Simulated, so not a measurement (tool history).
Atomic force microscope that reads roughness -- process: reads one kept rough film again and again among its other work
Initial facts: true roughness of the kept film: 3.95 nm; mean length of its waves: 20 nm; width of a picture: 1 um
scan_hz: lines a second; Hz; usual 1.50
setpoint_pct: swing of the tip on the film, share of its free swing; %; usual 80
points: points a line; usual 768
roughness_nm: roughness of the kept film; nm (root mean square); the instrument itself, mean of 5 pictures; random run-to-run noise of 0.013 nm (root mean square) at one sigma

run	hour	scan_hz	setpoint_pct	points	roughness_nm
1	0.0	1.50	80	768	3.117
2	5.5	1.50	80	282	2.977
3	10.2	1.50	80	768	2.992
4	17.4	1.50	79	768	2.943
5	25.0	1.50	72	768	2.917
6	34.5	1.50	72	768	2.823
7	42.5	1.50	72	768	2.787
8	51.6	0.57	80	768	2.740
9	57.4	1.50	76	768	2.620
10	64.9	0.59	80	768	2.626
11	73.6	1.94	80	768	2.453
12	81.9	2.56	80	768	2.318
13	87.0	2.56	80	768	2.313
14	93.7	1.50	80	768	2.347
15	102.6	1.50	80	768	2.294
16	108.2	1.50	80	722	2.261
17	114.0	1.50	80	722	2.228
18	118.2	1.22	80	722	2.212
19	122.6	1.22	80	722	2.208
20	130.9	3.05	72	722	2.085
21	136.8	3.05	72	722	2.091
22	146.6	1.50	78	354	2.030
23	154.2	1.50	78	354	2.010
24	163.7	1.50	59	905	2.068
# hour 172.4: new tip fitted
25	172.9	1.50	59	905	3.216
26	182.8	1.50	59	905	3.121
27	187.8	1.50	59	905	3.061

Each row is a separate what-if for the run after 27, all from the same tool condition, not one after another. Results?
A	194.4	1.50	59	259	?
B	194.4	0.52	67	768	?
C	194.4	1.50	59	371	?
D	194.4	2.58	82	687	?

run	roughness_nm
A	2.917
B	3.021
C	2.952
D	2.775
The same runs, with their run-to-run variation unchanged, on a tool lacking any hidden condition would have given:
run	roughness_nm
A	3.148
B	3.261
C	3.187
D	2.995
